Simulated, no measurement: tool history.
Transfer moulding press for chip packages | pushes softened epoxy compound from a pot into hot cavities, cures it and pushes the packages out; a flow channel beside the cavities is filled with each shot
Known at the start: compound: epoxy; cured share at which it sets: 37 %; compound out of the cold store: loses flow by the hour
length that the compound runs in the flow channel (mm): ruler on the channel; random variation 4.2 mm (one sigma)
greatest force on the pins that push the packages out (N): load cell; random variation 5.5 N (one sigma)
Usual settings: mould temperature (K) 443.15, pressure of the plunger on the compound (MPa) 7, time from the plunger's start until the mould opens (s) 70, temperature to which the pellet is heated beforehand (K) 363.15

run,hour,mould temperature (K),pressure of the plunger on the compound (MPa),time from the plunger's start until the mould opens (s),temperature to which the pellet is heated beforehand (K),incoming compound's hours out of the cold store,length that the compound runs in the flow channel (mm),greatest force on the pins that push the packages out (N)
1,0,443.15,7,70,363.15,11.6,808,206
# hour 14.2: plunger's sealing rings changed
2,19.7,443.15,7,70,363.15,33,803,252
3,31.7,443.15,7,70,363.15,39.9,784,273
# hour 41.3: cavities cleaned with cleaning compound and waxed
4,42.3,443.15,7,75,363.15,22.2,825,181
5,55.8,443.15,7,70,363.15,10.1,845,240
6,73.7,443.15,7,70,363.15,10.9,839,272
# hour 79.3: cavities cleaned with cleaning compound and waxed
7,88.4,445.15,7,70,363.15,32.9,786,209
8,99.5,445.15,7,70,363.15,14.6,820,231
# hour 118.3: cavities cleaned with cleaning compound and waxed
9,118.6,443.15,7,70,363.15,15.7,823,207
10,130.3,443.15,7,70,363.15,35.2,783,221
11,142.7,443.15,7,70,363.15,23.8,807,255
# hour 156.3: cavities cleaned with cleaning compound and waxed
12,161.2,443.15,7,70,363.15,25.7,800,219
13,169.5,443.15,7,70,363.15,28.1,791,242
14,187,443.15,7,70,363.15,38.5,779,277
# hour 194.5: cavities cleaned with cleaning compound and waxed
15,197.2,443.15,5.47,77,368.15,19.6,715,191
16,214,449.15,8.38,75,354.15,37.5,819,203
17,227.7,436.15,5.99,75,354.15,41.2,736,397
# hour 233.3: cavities cleaned with cleaning compound and waxed
18,245.4,443.15,6.69,80,363.15,20,783,213
19,256.1,436.15,7.89,53,354.15,42.9,833,782
20,265.8,436.15,5.97,53,371.15,37.6,724,823
# hour 271.9: cavities cleaned with cleaning compound and waxed
21,278.7,439.15,8.3,102,357.15,21.3,879,190
22,294.2,451.15,6.64,97,371.15,10.2,764,199
# hour 310: cavities cleaned with cleaning compound and waxed
23,310,448.15,6.69,103,368.15,43,723,149
24,317.9,446.15,5.21,70,363.15,20,673,209
25,331.8,446.15,5.21,70,363.15,12.1,687,234
26,342.2,443.15,7,70,369.15,29.3,772,280
# hour 347.9: cavities cleaned with cleaning compound and waxed
# hour 354.1: plunger's sealing rings changed
27,357.8,443.15,7,82,353.15,17,833,187
28,367.6,445.15,7,80,353.15,36.2,790,203

Forecast each of these 3 alternatives for the next run:
A,382.8,443.15,8.39,66,358.15,30.3,?,?
B,382.8,442.15,7,72,363.15,32.5,?,?
C,382.8,441.15,7,108,353.15,20.5,?,?

run,length that the compound runs in the flow channel (mm),greatest force on the pins that push the packages out (N)
A,886,303
B,808,276
C,838,244
Without the tool's hidden state the same runs would have given:
run,length that the compound runs in the flow channel (mm),greatest force on the pins that push the packages out (N)
A,887,203
B,810,185
C,839,170
